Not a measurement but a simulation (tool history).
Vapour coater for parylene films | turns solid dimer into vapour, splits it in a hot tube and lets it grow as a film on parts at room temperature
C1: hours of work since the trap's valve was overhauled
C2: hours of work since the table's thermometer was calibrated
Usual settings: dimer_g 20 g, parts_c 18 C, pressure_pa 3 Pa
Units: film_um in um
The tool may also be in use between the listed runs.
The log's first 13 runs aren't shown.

Run 14, hour 557.3: usual settings but parts_c 25 C; C1 336; C2 600. Result: film_um 3.27 um.
Run 15, hour 583.5: usual settings but parts_c 25 C; C1 356; C2 620. Result: film_um 3.23 um.
Run 16, hour 638.1: usual settings; C1 397; C2 661. Result: film_um 4.09 um.
Run 17, hour 662.2: usual settings; C1 415; C2 679. Result: film_um 4.07 um.
Run 18, hour 687.2: usual settings; C1 434; C2 698. Result: film_um 4.05 um.
Run 19, hour 730.5: usual settings; C1 466; C2 731. Result: film_um 4.1 um.
Run 20, hour 761.1: usual settings but dimer_g 9 g; C1 489; C2 754. Result: film_um 1.85 um.
Run 21, hour 787.9: usual settings but dimer_g 9 g, parts_c 27 C, pressure_pa 2.88 Pa; C1 510; C2 774. Result: film_um 1.37 um.
Run 22, hour 828.4: usual settings but dimer_g 35 g, parts_c 27 C, pressure_pa 5.81 Pa; C1 540; C2 804. Result: film_um 4.93 um.
Run 23, hour 851.4: usual settings but dimer_g 14 g, parts_c 16 C, pressure_pa 8.16 Pa; C1 557; C2 821. Result: film_um 2.76 um.
At hour 867.3: trap's valve overhauled.
Run 24, hour 888.4: usual settings but dimer_g 14 g, parts_c 17 C, pressure_pa 8.16 Pa; C1 16; C2 846. Result: film_um 2.68 um.
Run 25, hour 918.5: usual settings but dimer_g 10 g, parts_c 12 C; C1 39; C2 869. Result: film_um 2.49 um.
Run 26, hour 944.5: usual settings but dimer_g 22 g; C1 58; C2 889. Result: film_um 4.5 um.
Run 27, hour 990.1: usual settings but dimer_g 32 g, parts_c 16 C, pressure_pa 4.53 Pa; C1 92; C2 923. Result: film_um 6.64 um.
Run 28, hour 1023.9: usual settings but dimer_g 28 g, parts_c 22 C; C1 118; C2 948. Result: film_um 4.98 um.
Run 29, hour 1049.2: usual settings but parts_c 15 C, pressure_pa 11.92 Pa; C1 137; C2 967. Result: film_um 3.92 um.
Run 30, hour 1084.9: usual settings but parts_c 17 C, pressure_pa 10.59 Pa; C1 164; C2 994. Result: film_um 3.69 um.
Run 31, hour 1140.7: usual settings but dimer_g 11 g, parts_c 26 C, pressure_pa 5.28 Pa; C1 206; C2 1036. Result: film_um 1.64 um.
Run 32, hour 1179.4: usual settings but dimer_g 11 g, parts_c 26 C, pressure_pa 2.85 Pa; C1 235; C2 1065. Result: film_um 1.74 um.
Run 33, hour 1233.9: usual settings but dimer_g 11 g, parts_c 26 C, pressure_pa 2.85 Pa; C1 276; C2 1106. Result: film_um 1.76 um.
Run 34, hour 1270.4: usual settings but dimer_g 11 g, parts_c 26 C, pressure_pa 2.85 Pa; C1 303; C2 1134. Result: film_um 1.75 um.
Run 35, hour 1297.5: usual settings but dimer_g 11 g, parts_c 27 C, pressure_pa 2.33 Pa; C1 324; C2 1154. Result: film_um 1.71 um.
Run 36, hour 1341: usual settings but dimer_g 16 g, parts_c 19 C, pressure_pa 11.24 Pa; C1 357; C2 1187. Result: film_um 2.78 um.
Run 37, hour 1390.7: usual settings but dimer_g 25 g, parts_c 16 C, pressure_pa 3.61 Pa; C1 394; C2 1224. Result: film_um 5.39 um.
Run 38, hour 1442.6: usual settings but dimer_g 17 g, parts_c 16 C, pressure_pa 5.05 Pa; C1 433; C2 1263. Result: film_um 3.54 um.

3 ways to go on from here, each from the tool as it stands after run 38. What would each give?
Run A, hour 1498.2: usual settings but dimer_g 18 g, parts_c 16 C, pressure_pa 3.25 Pa; C1 475; C2 1305. Result: film_um ?.
Run B, hour 1498.2: usual settings but dimer_g 17 g, parts_c 11 C, pressure_pa 5.05 Pa; C1 475; C2 1305. Result: film_um ?.
Run C, hour 1498.2: usual settings but dimer_g 17 g, parts_c 16 C, pressure_pa 4.9 Pa; C1 475; C2 1305. Result: film_um ?.

run  film_um
  A     3.86
  B     4.13
  C     3.54
Without the tool's hidden state the same runs would have given:
run  film_um
  A     3.87
  B     4.14
  C     3.55
